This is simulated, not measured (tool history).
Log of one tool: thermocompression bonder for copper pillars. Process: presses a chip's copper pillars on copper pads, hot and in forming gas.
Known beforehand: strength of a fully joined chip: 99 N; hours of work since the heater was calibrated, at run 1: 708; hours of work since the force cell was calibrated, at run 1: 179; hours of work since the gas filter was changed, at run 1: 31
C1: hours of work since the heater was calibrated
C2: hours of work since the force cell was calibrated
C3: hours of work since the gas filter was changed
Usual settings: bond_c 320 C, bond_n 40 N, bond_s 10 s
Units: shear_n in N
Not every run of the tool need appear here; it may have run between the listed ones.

run 1 day=0 | bond_c=320 bond_n=40 bond_s=10 | C1=708 C2=179 C3=31 | shear_n=59
run 2 day=1.704 | bond_c=320 bond_n=40 bond_s=10 | C1=740 C2=210 C3=62 | shear_n=60.3
run 3 day=3.029 | bond_c=320 bond_n=40 bond_s=10 | C1=764 C2=234 C3=86 | shear_n=58.2
run 4 day=5.45 | bond_c=320 bond_n=40 bond_s=10 | C1=808 C2=279 C3=131 | shear_n=60
run 5 day=7.267 | bond_c=294 bond_n=40 bond_s=10 | C1=842 C2=312 C3=164 | shear_n=42.1
run 6 day=9.883 | bond_c=294 bond_n=40 bond_s=10 | C1=890 C2=360 C3=212 | shear_n=43.5
run 7 day=11.233 | bond_c=294 bond_n=40 bond_s=10 | C1=915 C2=385 C3=237 | shear_n=41.3
run 8 day=13.8 | bond_c=320 bond_n=29 bond_s=10 | C1=962 C2=432 C3=284 | shear_n=44.6

Forecast run 9:
run 9 day=15.796 | bond_c=346 bond_n=25 bond_s=26 | C1=999 C2=469 C3=321 | shear_n=?

Run 9 gave shear_n 70.6 N.
On a tool with no hidden condition, and with the same random variation, this run would have come out at shear_n 70.7 N.
